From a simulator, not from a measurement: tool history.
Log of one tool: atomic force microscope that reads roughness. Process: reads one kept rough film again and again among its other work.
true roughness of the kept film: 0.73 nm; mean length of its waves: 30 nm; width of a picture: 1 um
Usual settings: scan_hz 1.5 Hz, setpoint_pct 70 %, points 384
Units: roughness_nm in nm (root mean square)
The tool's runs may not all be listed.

Run 1, hour 0: usual settings. Result: roughness_nm 0.67 nm (root mean square).
Run 2, hour 22.3: usual settings. Result: roughness_nm 0.668 nm (root mean square).
Run 3, hour 50.4: usual settings but scan_hz 0.87 Hz. Result: roughness_nm 0.677 nm (root mean square).
Run 4, hour 90.1: usual settings but scan_hz 0.87 Hz. Result: roughness_nm 0.675 nm (root mean square).
At hour 105.5: new tip fitted.
Run 5, hour 134.8: usual settings but scan_hz 0.87 Hz. Result: roughness_nm 0.686 nm (root mean square).
Run 6, hour 175.6: usual settings but scan_hz 0.87 Hz. Result: roughness_nm 0.673 nm (root mean square).
Run 7, hour 197.9: usual settings. Result: roughness_nm 0.661 nm (root mean square).
At hour 241.1: new tip fitted.
Run 8, hour 241.9: usual settings. Result: roughness_nm 0.676 nm (root mean square).
Run 9, hour 281.1: usual settings. Result: roughness_nm 0.671 nm (root mean square).
Run 10, hour 301: usual settings. Result: roughness_nm 0.675 nm (root mean square).
Run 11, hour 323.3: usual settings. Result: roughness_nm 0.654 nm (root mean square).
Run 12, hour 371.5: usual settings. Result: roughness_nm 0.652 nm (root mean square).
At hour 377.6: new tip fitted.
Run 13, hour 421.3: usual settings. Result: roughness_nm 0.669 nm (root mean square).
Run 14, hour 468.2: usual settings but setpoint_pct 74 %. Result: roughness_nm 0.647 nm (root mean square).
Run 15, hour 508.1: usual settings but points 500. Result: roughness_nm 0.653 nm (root mean square).
At hour 513.2: new tip fitted.
Run 16, hour 553.8: usual settings but points 500. Result: roughness_nm 0.667 nm (root mean square).
Run 17, hour 603: usual settings but setpoint_pct 82 %. Result: roughness_nm 0.635 nm (root mean square).
At hour 651.4: new tip fitted.
Run 18, hour 652.6: usual settings but points 901. Result: roughness_nm 0.681 nm (root mean square).
Run 19, hour 694.8: usual settings but points 901. Result: roughness_nm 0.668 nm (root mean square).
Run 20, hour 734.5: usual settings but points 901. Result: roughness_nm 0.667 nm (root mean square).
Run 21, hour 777.8: usual settings but points 901. Result: roughness_nm 0.654 nm (root mean square).
At hour 786.8: new tip fitted.
Run 22, hour 821.7: usual settings but points 901. Result: roughness_nm 0.674 nm (root mean square).
Run 23, hour 864.6: usual settings but points 901. Result: roughness_nm 0.66 nm (root mean square).
Run 24, hour 890.7: usual settings. Result: roughness_nm 0.656 nm (root mean square).
At hour 922: new tip fitted.
Run 25, hour 935.3: usual settings. Result: roughness_nm 0.668 nm (root mean square).
Run 26, hour 963.8: usual settings. Result: roughness_nm 0.664 nm (root mean square).
Run 27, hour 990.4: usual settings but scan_hz 1.24 Hz, setpoint_pct 82 %, points 475. Result: roughness_nm 0.65 nm (root mean square).
Run 28, hour 1019.2: usual settings but scan_hz 1.24 Hz, setpoint_pct 78 %, points 475. Result: roughness_nm 0.65 nm (root mean square).
At hour 1058: new tip fitted.
Run 29, hour 1061.9: usual settings but scan_hz 1.81 Hz, setpoint_pct 79 %, points 486. Result: roughness_nm 0.65 nm (root mean square).
Run 30, hour 1110.2: usual settings but scan_hz 3.02 Hz, points 882. Result: roughness_nm 0.632 nm (root mean square).
Run 31, hour 1146: usual settings but scan_hz 3.02 Hz, points 882. Result: roughness_nm 0.634 nm (root mean square).
Run 32, hour 1174.8: usual settings but scan_hz 0.92 Hz, setpoint_pct 77 %, points 271. Result: roughness_nm 0.637 nm (root mean square).
At hour 1193.5: new tip fitted.
Run 33, hour 1207.3: usual settings but scan_hz 0.92 Hz, setpoint_pct 77 %, points 344. Result: roughness_nm 0.675 nm (root mean square).
Run 34, hour 1235.7: usual settings but scan_hz 0.92 Hz, setpoint_pct 77 %, points 344. Result: roughness_nm 0.657 nm (root mean square).
Run 35, hour 1261.6: usual settings but scan_hz 3.52 Hz. Result: roughness_nm 0.615 nm (root mean square).
Run 36, hour 1284.7: usual settings but scan_hz 3.52 Hz, setpoint_pct 75 %. Result: roughness_nm 0.592 nm (root mean square).
Run 37, hour 1311.5: usual settings but scan_hz 3.52 Hz, setpoint_pct 75 %. Result: roughness_nm 0.59 nm (root mean square).
At hour 1329.7: new tip fitted.
Run 38, hour 1338.8: usual settings but scan_hz 2.84 Hz, setpoint_pct 79 %. Result: roughness_nm 0.607 nm (root mean square).
Run 39, hour 1387: usual settings but scan_hz 0.6 Hz, setpoint_pct 87 %, points 524. Result: roughness_nm 0.668 nm (root mean square).
Run 40, hour 1415: usual settings but scan_hz 0.6 Hz, setpoint_pct 87 %, points 587. Result: roughness_nm 0.661 nm (root mean square).
Run 41, hour 1446: usual settings but scan_hz 0.6 Hz, setpoint_pct 87 %, points 587. Result: roughness_nm 0.652 nm (root mean square).
At hour 1466.2: new tip fitted.
Run 42, hour 1491: usual settings but scan_hz 1.05 Hz, setpoint_pct 90 %. Result: roughness_nm 0.632 nm (root mean square).
Run 43, hour 1526.5: usual settings but scan_hz 1.05 Hz, setpoint_pct 90 %. Result: roughness_nm 0.637 nm (root mean square).
At hour 1555.6: height scale calibrated on a step standard.
Run 44, hour 1555.6: usual settings but scan_hz 0.55 Hz, setpoint_pct 79 %. Result: roughness_nm 0.672 nm (root mean square).
Run 45, hour 1583.8: usual settings but scan_hz 2.06 Hz, setpoint_pct 84 %, points 258. Result: roughness_nm 0.599 nm (root mean square).
At hour 1604.5: new tip fitted.
Run 46, hour 1624.8: usual settings but scan_hz 1.59 Hz, setpoint_pct 84 %, points 258. Result: roughness_nm 0.626 nm (root mean square).
Run 47, hour 1652.3: usual settings but scan_hz 0.68 Hz, setpoint_pct 69 %. Result: roughness_nm 0.69 nm (root mean square).
Run 48, hour 1680.8: usual settings but scan_hz 0.68 Hz, setpoint_pct 69 %. Result: roughness_nm 0.678 nm (root mean square).
Run 49, hour 1714: usual settings but scan_hz 0.68 Hz, setpoint_pct 69 %. Result: roughness_nm 0.671 nm (root mean square).
At hour 1742: new tip fitted.
Run 50, hour 1744.1: usual settings but scan_hz 0.68 Hz, setpoint_pct 69 %. Result: roughness_nm 0.697 nm (root mean square).

5 ways to go on from here, each from the tool as it stands after run 50. What would each give?
Run A, hour 1770: usual settings but scan_hz 2.12 Hz. Result: roughness_nm ?.
Run B, hour 1770: usual settings but scan_hz 1.73 Hz, setpoint_pct 80 %, points 970. Result: roughness_nm ?.
Run C, hour 1770: usual settings but points 347. Result: roughness_nm ?.
Run D, hour 1770: usual settings but scan_hz 0.81 Hz, setpoint_pct 86 %, points 466. Result: roughness_nm ?.
Run E, hour 1770: usual settings but scan_hz 1.85 Hz, setpoint_pct 82 %, points 476. Result: roughness_nm ?.

run  roughness_nm
  A          0.66
  B         0.643
  C         0.667
  D         0.663
  E         0.631
Without the tool's hidden state the same runs would have given:
run  roughness_nm
  A         0.668
  B          0.65
  C         0.675
  D          0.67
  E         0.638

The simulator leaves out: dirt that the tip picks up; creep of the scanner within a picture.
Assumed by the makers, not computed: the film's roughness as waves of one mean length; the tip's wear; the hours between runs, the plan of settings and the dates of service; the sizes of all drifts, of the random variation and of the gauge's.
